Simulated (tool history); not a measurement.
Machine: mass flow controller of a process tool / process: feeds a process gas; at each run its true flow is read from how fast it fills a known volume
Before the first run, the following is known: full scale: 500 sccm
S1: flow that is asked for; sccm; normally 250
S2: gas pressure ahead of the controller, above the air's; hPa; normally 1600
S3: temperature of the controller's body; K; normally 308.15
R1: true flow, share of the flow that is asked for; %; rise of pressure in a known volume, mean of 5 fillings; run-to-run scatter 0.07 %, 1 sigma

run    hour   S1    S2      S3      R1
  1     0.0  250  1600  308.15  100.45
  2   133.0  250  1600  308.15  100.67
  3   293.0  250  1600  295.15  101.33
  4   557.8  250  1600  295.15  101.37
  5   733.0  133  1600  308.15  102.20
  6  1017.1  133  1600  308.15  102.35
  7  1274.2  133  1600  308.15  102.60
  8  1448.9  133  1600  308.15  105.67
  9  1741.6  133  1600  308.15  106.01
 10  2022.7  419  1600  308.15  102.27
 11  2231.5  419  1600  308.15  102.44
 12  2480.4  419  1600  308.15   99.74
 13  2707.7  250  1600  293.15   99.49
 14  2862.4  250  1600  293.15   99.45
 15  3086.5   76  1600  293.15   99.20
 16  3324.6   76  1600  293.15   99.47
 17  3498.4   76  1600  293.15   99.54
 18  3712.9   76  1600  293.15   99.91
 19  3858.7  250  1600  308.15   99.42
 20  4022.3  250  1600  308.15   99.34
 21  4239.5  250  1600  295.15  100.15
 22  4414.6   78  1430  301.15  100.33
 23  4707.4  264  2030  295.15   99.96
 24  4849.0  264  2030  295.15  100.00
 25  5146.2  310  2780  299.15   99.60
 26  5320.3   90  2400  294.15  100.80
 27  5495.9   90  2400  294.15  100.87
 28  5704.0  250  1600  298.15  100.48
 29  5964.0  260  2140  298.15  100.36
 30  6086.5   81  1600  308.15  101.82
 31  6342.5   81  1600  308.15  102.12
 32  6636.8   81  1600  308.15  102.31
 33  6916.3  250  2730  308.15   99.77
 34  7109.5  176  2060  308.15  100.55
 35  7310.3  176  2060  308.15  100.64
 36  7465.4  250  1640  308.15  100.63
 37  7672.7   81  1600  308.15  103.72
 38  7814.3   81  1600  308.15  103.68
 39  7962.5   81  1600  308.15  103.94

Removed from this log: 2 entries logged between the listed runs. Between which two listed runs does each belong, and how does the tool's hidden state at the listed run before it compare with that at the listed run after it?
Run 7 -> run 8: controller's zero set anew (hour 1362.8)
  flow at rest that the sensor doesn't see, % of full scale: 1.263 -> 2.103; true flow over the shown one, %: 0.37 -> 0.38
  measured result minus the result with no hidden state, R1: +5.13 -> +8.28 %
Run 11 -> run 12: controller's zero set anew, once more (hour 2284.7)
  flow at rest that the sensor doesn't see, % of full scale: 2.243 -> 0.036; true flow over the shown one, %: 0.42 -> 0.44
  measured result minus the result with no hidden state, R1: +3.11 -> +0.49 %
